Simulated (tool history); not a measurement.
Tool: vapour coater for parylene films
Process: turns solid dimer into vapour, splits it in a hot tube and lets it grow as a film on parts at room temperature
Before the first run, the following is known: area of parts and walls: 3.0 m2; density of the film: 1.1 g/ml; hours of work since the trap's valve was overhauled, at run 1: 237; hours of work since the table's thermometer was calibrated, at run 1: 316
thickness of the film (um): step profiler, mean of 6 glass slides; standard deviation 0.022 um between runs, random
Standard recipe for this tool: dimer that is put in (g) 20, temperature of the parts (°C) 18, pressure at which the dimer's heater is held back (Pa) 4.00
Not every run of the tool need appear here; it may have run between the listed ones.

run	day	dimer that is put in (g)	temperature of the parts (°C)	pressure at which the dimer's heater is held back (Pa)	hours of work since the trap's valve was overhauled	hours of work since the table's thermometer was calibrated	thickness of the film (um)
1	0.000	20	18	4.00	237	316	4.73
2	0.942	9	18	4.00	248	328	2.14
3	1.604	9	18	4.00	256	336	2.13
4	2.254	20	18	4.00	264	344	4.69
5	3.042	20	18	6.18	274	353	4.30
6	4.004	20	18	6.18	285	365	4.33
7	5.208	20	18	6.18	300	380	4.28
8	6.146	20	18	6.18	312	391	4.27
9	7.375	20	18	6.18	327	406	4.22
10	7.908	20	18	6.18	333	413	4.25
11	9.096	20	18	8.14	348	427	4.03
12	9.683	20	18	8.14	355	434	3.99
13	10.242	20	18	8.14	362	441	3.97
14	11.450	20	18	8.14	376	456	3.98
15	12.467	20	18	8.14	389	468	3.99
16	13.375	8	18	4.00	400	480	1.84
17	13.992	8	18	4.00	407	487	1.82
18	15.183	8	18	4.00	422	502	1.83
19	16.012	8	18	4.00	432	512	1.86
20	17.183	20	27	4.00	446	526	3.35
21	18.329	20	27	4.00	460	540	3.34
22	18.850	20	27	4.00	467	546	3.32
23	19.517	20	13	2.51	475	555	5.50
24	20.333	19	11	2.51	485	564	5.20
# day 20.992: trap's valve overhauled
25	21.538	11	12	10.71	7	577	2.69
26	22.196	18	17	2.13	15	585	5.18
27	23.296	20	14	9.21	28	599	4.68
28	24.150	19	29	6.35	39	609	2.87
29	25.092	36	22	2.92	50	621	8.07
30	25.929	28	11	4.00	60	631	8.25
31	26.742	20	12	2.65	70	641	5.86
32	27.392	13	10	4.00	78	649	3.80
33	28.283	13	10	4.00	89	660	3.81
34	29.496	25	14	4.00	104	674	6.87
35	30.642	27	13	3.09	118	688	7.86
36	31.254	27	13	7.42	125	696	6.73
37	32.242	15	11	5.89	137	708	4.19
38	33.254	12	18	11.66	150	720	2.30
39	34.083	12	18	11.66	160	730	2.26
40	35.092	21	18	3.82	172	743	5.04
41	35.762	20	15	4.00	180	751	5.22
42	36.646	20	15	4.00	191	762	5.24
43	37.633	10	15	4.00	203	774	2.59
44	38.604	10	15	4.00	215	786	2.63

What differs in the tool's unlogged condition from the final listed run ahead of each entry between runs to the first listed run following it?
Logged between run 24 and run 25: trap's valve overhauled (day 20.992)
  vapour lost through the trap's worn valve, %: 7.6 -> 0.3; true temperature of the parts over the reading, C: 0.14 -> 0.15
  measured minus no-state result, thickness of the film (um): -0.44 -> -0.03

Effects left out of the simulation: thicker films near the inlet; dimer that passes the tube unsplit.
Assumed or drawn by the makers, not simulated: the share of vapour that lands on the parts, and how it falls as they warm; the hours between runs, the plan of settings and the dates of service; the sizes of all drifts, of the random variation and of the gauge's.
